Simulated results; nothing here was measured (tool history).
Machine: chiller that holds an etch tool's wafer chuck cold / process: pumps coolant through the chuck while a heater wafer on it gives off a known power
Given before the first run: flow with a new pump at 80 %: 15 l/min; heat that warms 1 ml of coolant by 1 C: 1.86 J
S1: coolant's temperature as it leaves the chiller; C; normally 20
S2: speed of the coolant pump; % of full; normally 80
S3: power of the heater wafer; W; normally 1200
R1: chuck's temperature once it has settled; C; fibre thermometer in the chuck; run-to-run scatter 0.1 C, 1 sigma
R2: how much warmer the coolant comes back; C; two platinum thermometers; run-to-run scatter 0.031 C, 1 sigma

Run 1, day 0.000: usual settings. Result: R1 27.3 C, R2 2.56 C.
Run 2, day 1.296: usual settings. Result: R1 27.3 C, R2 2.57 C.
Run 3, day 2.504: usual settings. Result: R1 27.3 C, R2 2.55 C.
Run 4, day 3.342: usual settings but S1 16 C. Result: R1 23.1 C, R2 2.57 C.
Run 5, day 4.121: usual settings but S1 16 C. Result: R1 23.3 C, R2 2.62 C.
Run 6, day 4.783: usual settings. Result: R1 27.2 C, R2 2.63 C.
Run 7, day 5.412: usual settings. Result: R1 27.1 C, R2 2.58 C.
Run 8, day 6.621: usual settings but S2 60 % of full. Result: R1 28.9 C, R2 3.50 C.
Run 9, day 7.788: usual settings but S2 60 % of full. Result: R1 28.7 C, R2 3.53 C.
Run 10, day 8.362: usual settings but S1 11 C. Result: R1 18.2 C, R2 2.54 C.
Run 11, day 9.350: usual settings but S1 11 C. Result: R1 18.1 C, R2 2.46 C.
Run 12, day 10.083: usual settings. Result: R1 27.1 C, R2 2.54 C.
Run 13, day 11.071: usual settings. Result: R1 27.3 C, R2 2.50 C.
Run 14, day 11.771: usual settings. Result: R1 27.1 C, R2 2.51 C.
Run 15, day 13.046: usual settings. Result: R1 27.1 C, R2 2.49 C.
Run 16, day 13.904: usual settings but S1 12 C. Result: R1 19.2 C, R2 2.52 C.
Run 17, day 15.142: usual settings. Result: R1 27.2 C, R2 2.45 C.
Run 18, day 15.792: usual settings but S3 617 W. Result: R1 23.6 C, R2 1.19 C.
Run 19, day 16.538: usual settings but S1 13 C, S3 1546 W. Result: R1 22.2 C, R2 3.22 C.
Run 20, day 17.567: usual settings but S1 13 C, S3 1546 W. Result: R1 22.2 C, R2 3.19 C.
Run 21, day 18.846: usual settings but S2 75 % of full, S3 1796 W. Result: R1 31.2 C, R2 4.01 C.
Run 22, day 20.150: usual settings but S1 13 C, S3 1499 W. Result: R1 22.0 C, R2 3.10 C.
Run 23, day 20.821: usual settings but S1 24 C, S2 90 % of full, S3 942 W. Result: R1 29.2 C, R2 1.65 C.
Run 24, day 21.558: usual settings but S1 19 C, S2 66 % of full, S3 721 W. Result: R1 24.0 C, R2 1.75 C.
Run 25, day 22.338: usual settings but S1 11 C, S2 89 % of full, S3 901 W. Result: R1 15.9 C, R2 1.58 C.
Run 26, day 23.550: usual settings but S1 17 C, S2 89 % of full, S3 858 W. Result: R1 21.8 C, R2 1.50 C.
Run 27, day 24.300: usual settings but S1 14 C, S2 75 % of full. Result: R1 21.6 C, R2 2.59 C.
Run 28, day 25.129: usual settings but S1 14 C, S2 75 % of full. Result: R1 21.4 C, R2 2.54 C.
Run 29, day 25.754: usual settings but S1 14 C, S2 75 % of full. Result: R1 21.5 C, R2 2.56 C.
Run 30, day 26.533: usual settings but S1 25 C, S2 95 % of full, S3 1523 W. Result: R1 32.9 C, R2 2.47 C.
Run 31, day 27.554: usual settings but S1 12 C, S2 60 % of full, S3 799 W. Result: R1 17.8 C, R2 2.18 C.
Run 32, day 28.654: usual settings but S1 24 C, S2 77 % of full, S3 921 W. Result: R1 29.7 C, R2 1.82 C.
Run 33, day 29.279: usual settings but S1 24 C, S2 77 % of full, S3 921 W. Result: R1 29.7 C, R2 1.88 C.

Here are 3 independent what-if runs from the current tool condition. What would each one return?
Run A, day 30.454: usual settings but S1 12 C, S2 97 % of full, S3 603 W. Result: R1 ?, R2 ?.
Run B, day 30.454: usual settings but S3 756 W. Result: R1 ?, R2 ?.
Run C, day 30.454: usual settings but S1 14 C, S2 86 % of full, S3 921 W. Result: R1 ?, R2 ?.

run    R1    R2
  A  15.3  0.72
  B  24.3  1.37
  C  19.5  1.61
Stripped of hidden state, with their random variation kept, the same runs would have yielded:
run    R1    R2
  A  15.3  0.96
  B  24.3  1.61
  C  19.5  1.84

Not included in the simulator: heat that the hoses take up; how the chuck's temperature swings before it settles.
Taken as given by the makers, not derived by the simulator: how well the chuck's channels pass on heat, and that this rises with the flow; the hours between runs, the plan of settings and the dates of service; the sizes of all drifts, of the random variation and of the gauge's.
